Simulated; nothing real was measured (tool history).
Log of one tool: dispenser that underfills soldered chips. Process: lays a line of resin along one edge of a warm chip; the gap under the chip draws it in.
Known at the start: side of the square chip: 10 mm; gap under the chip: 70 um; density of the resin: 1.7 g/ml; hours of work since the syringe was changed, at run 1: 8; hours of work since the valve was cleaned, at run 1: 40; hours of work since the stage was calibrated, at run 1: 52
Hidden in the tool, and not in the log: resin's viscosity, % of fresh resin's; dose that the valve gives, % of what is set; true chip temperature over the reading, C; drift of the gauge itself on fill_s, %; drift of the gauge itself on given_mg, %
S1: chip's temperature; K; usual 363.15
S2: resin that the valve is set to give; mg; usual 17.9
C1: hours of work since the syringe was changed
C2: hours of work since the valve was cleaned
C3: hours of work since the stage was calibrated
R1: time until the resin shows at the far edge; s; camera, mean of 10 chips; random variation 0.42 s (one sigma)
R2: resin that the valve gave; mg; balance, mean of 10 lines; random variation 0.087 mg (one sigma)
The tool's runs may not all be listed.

run 1 hour=0.0 | S1=363.15 S2=17.9 | C1=8 C2=40 C3=52 | R1=39.1 R2=17.36
-- hour=5.3 new syringe of resin
run 2 hour=12.8 | S1=363.15 S2=17.9 | C1=5 C2=48 C3=60 | R1=35.7 R2=17.34
run 3 hour=20.7 | S1=363.15 S2=17.9 | C1=10 C2=53 C3=66 | R1=42.6 R2=17.39
-- hour=22.7 new syringe of resin
run 4 hour=32.6 | S1=363.15 S2=17.9 | C1=6 C2=61 C3=73 | R1=38.0 R2=17.28
-- hour=39.8 new syringe of resin
run 5 hour=40.7 | S1=363.15 S2=17.9 | C1=1 C2=66 C3=78 | R1=29.4 R2=17.09
run 6 hour=54.5 | S1=363.15 S2=18.7 | C1=10 C2=75 C3=87 | R1=41.3 R2=17.95
-- hour=56.7 new syringe of resin
run 7 hour=61.4 | S1=363.15 S2=17.9 | C1=3 C2=79 C3=92 | R1=33.2 R2=16.89
run 8 hour=69.6 | S1=357.15 S2=17.9 | C1=8 C2=85 C3=97 | R1=54.0 R2=16.88
-- hour=73.5 new syringe of resin
run 9 hour=78.1 | S1=357.15 S2=23.3 | C1=3 C2=90 C3=102 | R1=41.3 R2=21.67
run 10 hour=86.8 | S1=357.15 S2=23.3 | C1=9 C2=96 C3=108 | R1=51.2 R2=21.69
-- hour=91.0 new syringe of resin
run 11 hour=97.5 | S1=357.15 S2=23.3 | C1=4 C2=102 C3=115 | R1=43.3 R2=21.70
-- hour=108.6 new syringe of resin
-- hour=110.4 dispensing valve cleaned and set on the balance
run 12 hour=112.2 | S1=357.15 S2=23.3 | C1=2 C2=1 C3=124 | R1=37.5 R2=23.24
run 13 hour=121.1 | S1=357.15 S2=23.3 | C1=8 C2=7 C3=129 | R1=48.7 R2=23.25
-- hour=126.8 new syringe of resin
run 14 hour=130.4 | S1=357.15 S2=16.5 | C1=2 C2=13 C3=135 | R1=39.8 R2=16.25
run 15 hour=141.6 | S1=357.15 S2=23.2 | C1=10 C2=20 C3=143 | R1=52.8 R2=22.70
-- hour=144.2 new syringe of resin
run 16 hour=151.3 | S1=366.15 S2=22.9 | C1=5 C2=26 C3=149 | R1=30.0 R2=22.37
-- hour=162.1 new syringe of resin
run 17 hour=165.3 | S1=375.15 S2=17.6 | C1=2 C2=35 C3=158 | R1=19.2 R2=17.09
run 18 hour=177.0 | S1=375.15 S2=17.6 | C1=10 C2=43 C3=165 | R1=25.5 R2=17.01
-- hour=178.9 new syringe of resin
run 19 hour=185.6 | S1=375.15 S2=17.6 | C1=4 C2=48 C3=171 | R1=20.0 R2=16.81
-- hour=196.6 new syringe of resin
run 20 hour=197.0 | S1=367.15 S2=20.7 | C1=0 C2=56 C3=178 | R1=23.1 R2=19.83
run 21 hour=211.1 | S1=367.15 S2=20.7 | C1=9 C2=65 C3=187 | R1=34.0 R2=19.60
-- hour=213.3 new syringe of resin
run 22 hour=221.7 | S1=363.15 S2=20.4 | C1=5 C2=71 C3=194 | R1=35.3 R2=19.35
-- hour=230.5 new syringe of resin
run 23 hour=230.5 | S1=363.15 S2=20.4 | C1=0 C2=77 C3=199 | R1=26.4 R2=19.23
run 24 hour=238.6 | S1=353.15 S2=20.5 | C1=5 C2=82 C3=205 | R1=51.6 R2=19.08
-- hour=247.7 new syringe of resin
run 25 hour=247.7 | S1=367.15 S2=18.9 | C1=0 C2=88 C3=210 | R1=22.8 R2=17.84
run 26 hour=255.2 | S1=358.15 S2=19.4 | C1=5 C2=93 C3=215 | R1=41.8 R2=17.94
run 27 hour=262.1 | S1=377.15 S2=18.0 | C1=9 C2=97 C3=220 | R1=22.7 R2=16.70
-- hour=264.6 new syringe of resin
run 28 hour=276.2 | S1=364.15 S2=21.9 | C1=8 C2=106 C3=229 | R1=35.1 R2=19.92

5 ways to go on from here, each from the tool as it stands after run 28. What would each give?
-- hour=281.6 new syringe of resin
-- hour=282.6 dispensing valve cleaned and set on the balance
run A hour=283.9 | S1=348.15 S2=23.3 | C1=1 C2=1 C3=233 | R1=? R2=?
-- hour=281.6 new syringe of resin
-- hour=282.6 dispensing valve cleaned and set on the balance
run B hour=283.9 | S1=354.15 S2=16.3 | C1=1 C2=1 C3=233 | R1=? R2=?
-- hour=281.6 new syringe of resin
-- hour=282.6 dispensing valve cleaned and set on the balance
run C hour=283.9 | S1=366.15 S2=18.9 | C1=1 C2=1 C3=233 | R1=? R2=?
-- hour=281.6 new syringe of resin
-- hour=282.6 dispensing valve cleaned and set on the balance
run D hour=283.9 | S1=362.15 S2=19.7 | C1=1 C2=1 C3=233 | R1=? R2=?
-- hour=281.6 new syringe of resin
-- hour=282.6 dispensing valve cleaned and set on the balance
run E hour=283.9 | S1=369.15 S2=23.1 | C1=1 C2=1 C3=233 | R1=? R2=?

run=A R1=53.7 R2=23.33
run=B R1=42.3 R2=16.41
run=C R1=24.2 R2=19.04
run=D R1=28.5 R2=19.71
run=E R1=21.7 R2=23.13
Without the tool's hidden state the same runs would have given:
run=A R1=56.3 R2=23.31
run=B R1=44.2 R2=16.39
run=C R1=25.2 R2=19.02
run=D R1=29.6 R2=19.69
run=E R1=22.5 R2=23.11
